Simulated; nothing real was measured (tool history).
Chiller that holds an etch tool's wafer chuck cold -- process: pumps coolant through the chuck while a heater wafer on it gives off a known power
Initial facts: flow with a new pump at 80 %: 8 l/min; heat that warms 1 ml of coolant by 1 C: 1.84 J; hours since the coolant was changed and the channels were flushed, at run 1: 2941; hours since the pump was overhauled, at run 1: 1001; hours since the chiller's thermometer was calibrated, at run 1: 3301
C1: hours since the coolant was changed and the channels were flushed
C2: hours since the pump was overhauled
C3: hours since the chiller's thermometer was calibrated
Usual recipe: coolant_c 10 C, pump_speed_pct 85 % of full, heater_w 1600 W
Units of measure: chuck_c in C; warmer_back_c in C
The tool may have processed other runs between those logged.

Run 1, hour 0.0: usual settings; C1 2941; C2 1001; C3 3301. Result: chuck_c 23.0 C, warmer_back_c 6.12 C.
Run 2, hour 54.4: usual settings; C1 2996; C2 1055; C3 3355. Result: chuck_c 23.0 C, warmer_back_c 6.08 C.
Run 3, hour 105.6: usual settings; C1 3047; C2 1107; C3 3407. Result: chuck_c 22.9 C, warmer_back_c 6.11 C.
Run 4, hour 150.3: usual settings; C1 3092; C2 1151; C3 3451. Result: chuck_c 23.1 C, warmer_back_c 6.15 C.
Run 5, hour 199.5: usual settings; C1 3141; C2 1200; C3 3500. Result: chuck_c 23.0 C, warmer_back_c 6.19 C.
Run 6, hour 234.5: usual settings; C1 3176; C2 1235; C3 3536. Result: chuck_c 23.0 C, warmer_back_c 6.12 C.
Run 7, hour 261.7: usual settings; C1 3203; C2 1263; C3 3563. Result: chuck_c 23.0 C, warmer_back_c 6.17 C.
Run 8, hour 324.6: usual settings; C1 3266; C2 1326; C3 3626. Result: chuck_c 22.9 C, warmer_back_c 6.14 C.
Run 9, hour 366.8: usual settings; C1 3308; C2 1368; C3 3668. Result: chuck_c 22.9 C, warmer_back_c 6.20 C.
Run 10, hour 422.6: usual settings but heater_w 804 W; C1 3364; C2 1424; C3 3724. Result: chuck_c 16.5 C, warmer_back_c 3.21 C.
Run 11, hour 480.8: usual settings but coolant_c 18 C; C1 3422; C2 1482; C3 3782. Result: chuck_c 30.9 C, warmer_back_c 6.24 C.
Run 12, hour 508.4: usual settings but coolant_c 18 C; C1 3450; C2 1509; C3 3809. Result: chuck_c 31.1 C, warmer_back_c 6.21 C.
Run 13, hour 544.7: usual settings but coolant_c 18 C; C1 3486; C2 1546; C3 3846. Result: chuck_c 30.9 C, warmer_back_c 6.29 C.
Run 14, hour 599.3: usual settings but coolant_c 18 C; C1 3541; C2 1600; C3 3900. Result: chuck_c 31.1 C, warmer_back_c 6.27 C.
Run 15, hour 661.9: usual settings but coolant_c 14 C, pump_speed_pct 66 % of full, heater_w 1162 W; C1 3603; C2 1663; C3 3963. Result: chuck_c 26.0 C, warmer_back_c 6.07 C.
Run 16, hour 705.8: usual settings but coolant_c 5 C, pump_speed_pct 66 % of full, heater_w 872 W; C1 3647; C2 1707; C3 4007. Result: chuck_c 14.0 C, warmer_back_c 4.53 C.
Run 17, hour 748.8: usual settings but pump_speed_pct 82 % of full, heater_w 2274 W; C1 3690; C2 1750; C3 4050. Result: chuck_c 29.0 C, warmer_back_c 9.27 C.
Run 18, hour 777.6: usual settings but coolant_c 12 C, pump_speed_pct 98 % of full, heater_w 2274 W; C1 3719; C2 1779; C3 4079. Result: chuck_c 28.1 C, warmer_back_c 7.59 C.
Run 19, hour 810.1: usual settings but coolant_c 12 C, pump_speed_pct 98 % of full, heater_w 2274 W; C1 3751; C2 1811; C3 4111. Result: chuck_c 28.2 C, warmer_back_c 7.61 C.
Run 20, hour 863.4: usual settings but coolant_c 0 C, pump_speed_pct 65 % of full, heater_w 1089 W; C1 3805; C2 1864; C3 4164. Result: chuck_c 11.5 C, warmer_back_c 5.84 C.
Run 21, hour 905.2: usual settings but coolant_c 0 C, pump_speed_pct 62 % of full, heater_w 1216 W; C1 3847; C2 1906; C3 4206. Result: chuck_c 13.2 C, warmer_back_c 6.81 C.
Run 22, hour 956.3: usual settings but coolant_c 9 C, pump_speed_pct 82 % of full, heater_w 975 W; C1 3898; C2 1957; C3 4257. Result: chuck_c 17.1 C, warmer_back_c 4.03 C.
Run 23, hour 996.3: usual settings but coolant_c 0 C, pump_speed_pct 61 % of full, heater_w 1533 W; C1 3938; C2 1997; C3 4297. Result: chuck_c 17.4 C, warmer_back_c 8.78 C.
Run 24, hour 1058.3: usual settings but coolant_c 6 C, heater_w 1412 W; C1 4000; C2 2059; C3 4359. Result: chuck_c 17.4 C, warmer_back_c 5.61 C.
Run 25, hour 1102.7: usual settings but heater_w 1012 W; C1 4044; C2 2104; C3 4404. Result: chuck_c 18.0 C, warmer_back_c 4.09 C.
Run 26, hour 1130.3: usual settings but coolant_c 8 C, pump_speed_pct 75 % of full, heater_w 2184 W; C1 4072; C2 2131; C3 4431. Result: chuck_c 28.3 C, warmer_back_c 9.92 C.
Run 27, hour 1166.0: usual settings but coolant_c 8 C, pump_speed_pct 75 % of full, heater_w 2184 W; C1 4107; C2 2167; C3 4467. Result: chuck_c 28.2 C, warmer_back_c 9.86 C.

Hidden state or all else? Some run-to-run changes of warmer_back_c, split into what the settings, what came in and random variation would give without the hidden state, and what is left for the hidden state (with any gauge scatter that isn't in both results):
The hidden state here: heat passed by the chuck's channels, % of clean ones'; flow at a given pump speed, % of a new pump's; coolant's true temperature over the reading, C; drift of the gauge itself on chuck_c, C; drift of the gauge itself on warmer_back_c, C.
Run 2 -> 3: no setting changed, nothing entered. warmer_back_c +0.03 C: hidden state +0.02, all else +0.01.
Run 10 -> 11: coolant_c 10 -> 18, heater_w 804 -> 1600. warmer_back_c +3.03 C: hidden state +0.03, all else +3.00.
Run 22 -> 23: coolant_c 9 -> 0, pump_speed_pct 82 -> 61, heater_w 975 -> 1533. warmer_back_c +4.75 C: hidden state +0.01, all else +4.74.
Run 25 -> 26: coolant_c 10 -> 8, pump_speed_pct 85 -> 75, heater_w 1012 -> 2184. warmer_back_c +5.83 C: hidden state +0.01, all else +5.82.
